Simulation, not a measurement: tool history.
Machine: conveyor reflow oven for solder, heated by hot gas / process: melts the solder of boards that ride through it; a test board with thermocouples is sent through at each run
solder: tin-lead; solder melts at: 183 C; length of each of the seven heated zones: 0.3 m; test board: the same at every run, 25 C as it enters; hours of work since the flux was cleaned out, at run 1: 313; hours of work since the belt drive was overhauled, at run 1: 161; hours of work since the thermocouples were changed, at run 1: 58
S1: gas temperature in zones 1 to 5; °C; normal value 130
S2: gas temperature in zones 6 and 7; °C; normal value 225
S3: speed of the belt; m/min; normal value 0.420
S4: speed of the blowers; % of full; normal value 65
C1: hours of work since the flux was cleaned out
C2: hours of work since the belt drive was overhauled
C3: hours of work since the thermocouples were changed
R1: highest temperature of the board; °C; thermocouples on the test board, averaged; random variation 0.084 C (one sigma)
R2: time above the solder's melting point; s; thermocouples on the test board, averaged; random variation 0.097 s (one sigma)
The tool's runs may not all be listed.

| run | hour | S1 | S2 | S3 | S4 | C1 | C2 | C3 | R1 | R2 |
|---|---|---|---|---|---|---|---|---|---|---|
| 1 | 0.0 | 130 | 225 | 0.420 | 65 | 313 | 161 | 58 | 210.75 | 56.28 |
| 2 | 14.3 | 130 | 225 | 0.420 | 64 | 319 | 167 | 64 | 210.86 | 55.94 |
| 3 | 31.7 | 130 | 225 | 0.420 | 65 | 326 | 174 | 71 | 210.84 | 56.54 |
|  | 44.7 | flux residue cleaned out of gas plates and filters |
| 4 | 47.5 | 130 | 225 | 0.420 | 65 | 1 | 178 | 76 | 212.27 | 57.85 |
| 5 | 65.4 | 130 | 225 | 0.420 | 65 | 8 | 186 | 83 | 212.27 | 58.12 |
| 6 | 82.1 | 130 | 225 | 0.378 | 65 | 15 | 192 | 90 | 214.85 | 68.53 |
| 7 | 97.5 | 130 | 225 | 0.378 | 65 | 21 | 199 | 96 | 215.03 | 68.79 |
| 8 | 106.3 | 130 | 225 | 0.378 | 65 | 25 | 202 | 100 | 214.87 | 68.51 |
| 9 | 120.2 | 130 | 216 | 0.420 | 65 | 31 | 208 | 105 | 204.10 | 49.12 |
| 10 | 128.0 | 115 | 225 | 0.420 | 65 | 34 | 211 | 108 | 210.15 | 50.90 |
| 11 | 143.0 | 115 | 225 | 0.420 | 65 | 40 | 217 | 114 | 209.81 | 51.06 |
| 12 | 151.9 | 115 | 225 | 0.420 | 65 | 43 | 221 | 118 | 210.02 | 50.92 |
| 13 | 166.5 | 138 | 225 | 0.420 | 65 | 49 | 227 | 124 | 213.26 | 62.24 |
| 14 | 183.6 | 138 | 225 | 0.420 | 65 | 56 | 234 | 131 | 213.24 | 62.21 |
| 15 | 192.2 | 130 | 225 | 0.420 | 90 | 60 | 237 | 134 | 216.72 | 64.01 |
| 16 | 208.0 | 130 | 225 | 0.420 | 90 | 66 | 243 | 141 | 216.79 | 63.96 |
| 17 | 219.0 | 119 | 238 | 0.341 | 90 | 71 | 248 | 145 | 232.53 | 88.84 |
| 18 | 226.8 | 119 | 228 | 0.341 | 74 | 74 | 251 | 148 | 220.51 | 79.40 |
| 19 | 234.5 | 119 | 223 | 0.341 | 74 | 77 | 254 | 152 | 215.90 | 75.41 |
| 20 | 250.8 | 124 | 223 | 0.369 | 74 | 84 | 261 | 158 | 214.64 | 69.15 |
| 21 | 260.9 | 129 | 223 | 0.483 | 87 | 88 | 265 | 162 | 211.04 | 49.16 |
| 22 | 270.4 | 124 | 223 | 0.483 | 54 | 92 | 269 | 166 | 201.34 | 35.02 |
| 23 | 285.9 | 124 | 223 | 0.483 | 54 | 98 | 275 | 172 | 201.39 | 35.01 |
| 24 | 302.4 | 130 | 231 | 0.420 | 79 | 105 | 282 | 179 | 220.64 | 66.11 |
| 25 | 314.0 | 122 | 235 | 0.385 | 88 | 109 | 286 | 184 | 227.32 | 75.24 |
| 26 | 331.5 | 130 | 225 | 0.412 | 65 | 116 | 294 | 191 | 212.74 | 59.79 |
| 27 | 346.3 | 132 | 225 | 0.412 | 73 | 122 | 300 | 197 | 214.65 | 63.00 |
| 28 | 364.1 | 130 | 225 | 0.349 | 52 | 130 | 307 | 204 | 214.08 | 72.64 |
| 29 | 378.2 | 130 | 222 | 0.448 | 52 | 135 | 312 | 210 | 203.77 | 43.46 |
| 30 | 394.2 | 130 | 222 | 0.448 | 52 | 142 | 319 | 216 | 203.74 | 43.35 |

For some of the steps in R1 from one run to the next: how much would appear even if the tool had no hidden state, given the settings, what came in and random variation, and how much remains for the hidden state plus any gauge scatter that the measured result and the result without hidden state don't share?
The hidden state here: heat that the gas passes to the board, % of a clean oven's; belt's true speed, % of the reading; true gas temperature in zones 6 and 7 over the reading, C; drift of the gauge itself on peak_c, C; drift of the gauge itself on liquid_s, %.
Run 3 -> 4: flux residue cleaned out of gas plates and filters. R1 +1.43 °C: hidden state +1.32, all else +0.11.
Run 16 -> 17: S1 130 -> 119, S2 225 -> 238, S3 0.420 -> 0.341. R1 +15.74 °C: hidden state +0.09, all else +15.65.
Run 20 -> 21: S1 124 -> 129, S3 0.369 -> 0.483, S4 74 -> 87. R1 -3.60 °C: hidden state -0.19, all else -3.41.
Run 23 -> 24: S1 124 -> 130, S2 223 -> 231, S3 0.483 -> 0.420, S4 54 -> 79. R1 +19.25 °C: hidden state +0.03, all else +19.22.
Run 25 -> 26: S1 122 -> 130, S2 235 -> 225, S3 0.385 -> 0.412, S4 88 -> 65. R1 -14.58 °C: hidden state +0.03, all else -14.61.
Run 27 -> 28: S1 132 -> 130, S3 0.412 -> 0.349, S4 73 -> 52. R1 -0.57 °C: hidden state +0.18, all else -0.75.
